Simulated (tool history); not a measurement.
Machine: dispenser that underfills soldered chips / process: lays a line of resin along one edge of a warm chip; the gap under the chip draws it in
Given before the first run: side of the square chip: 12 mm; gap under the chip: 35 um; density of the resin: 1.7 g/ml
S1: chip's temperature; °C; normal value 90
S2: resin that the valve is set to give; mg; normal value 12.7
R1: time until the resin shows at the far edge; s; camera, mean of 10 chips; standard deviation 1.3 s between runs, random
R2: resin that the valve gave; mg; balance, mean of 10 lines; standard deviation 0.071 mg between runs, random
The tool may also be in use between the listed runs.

run   hour   S1    S2     R1     R2
  1      0   90  12.7  142.8  11.77
  2    2.8   90  12.7    157  11.68
  3    8.8   90  10.8  200.1   9.96
      10.1  -- new syringe of resin
  4   14.6   90  10.8  157.2   9.84
  5   18.7   90  12.7  171.3  11.58
      23.5  -- new syringe of resin
  6   24.1   90  10.9  144.6    9.9
  7   29.2   97  12.7  115.7  11.53
  8   33.9   97  12.7  133.7   11.5
      36.3  -- dispensing valve cleaned and set on the balance
      37.6  -- new syringe of resin
  9   41.3   87  12.7  164.5  12.57
 10   46.4   87  11.8  197.8  11.79
 11   49.3   90  15.4  182.4   15.2
        51  -- new syringe of resin
 12   54.6   90    11  146.4  10.87
 13   57.6   90  12.2    158  12.02
 14   63.2   87  12.7  212.5  12.48
      64.3  -- new syringe of resin
 15     69   90  12.1  153.2  11.87
 16   72.8   90  12.7    173  12.46
      77.4  -- new syringe of resin
 17   78.5   90  12.7  132.9  12.49
 18   82.1   81  12.7  221.4  12.39
 19   88.2   81  12.7  268.9   12.3
      90.7  -- new syringe of resin
 20   91.8   75  14.6  259.4  14.08
 21   97.4  101  16.1   97.4  15.65
 22  101.6  105  12.7   97.7  12.22
       104  -- new syringe of resin
 23  105.1   98  16.4   93.3  15.88
 24  110.2   94  11.4  140.2  10.94
 25  113.5   90  12.7  177.6  12.14
     117.2  -- new syringe of resin
 26  119.7   90  12.7  140.3  12.25
 27  125.6   90  12.7  169.3   12.2
     130.5  -- new syringe of resin
 28  131.1   80  15.7  204.7  14.87
 29    137   83  15.8  217.9  14.96

What will run 30 give?
 30  140.3  83  15.8   ?   ?

{"run 30": {"R1": 244.2, "R2": 14.97}}
The same run, on a tool lacking any hidden state, would have yielded R1 166.9 s, R2 15.82 mg.
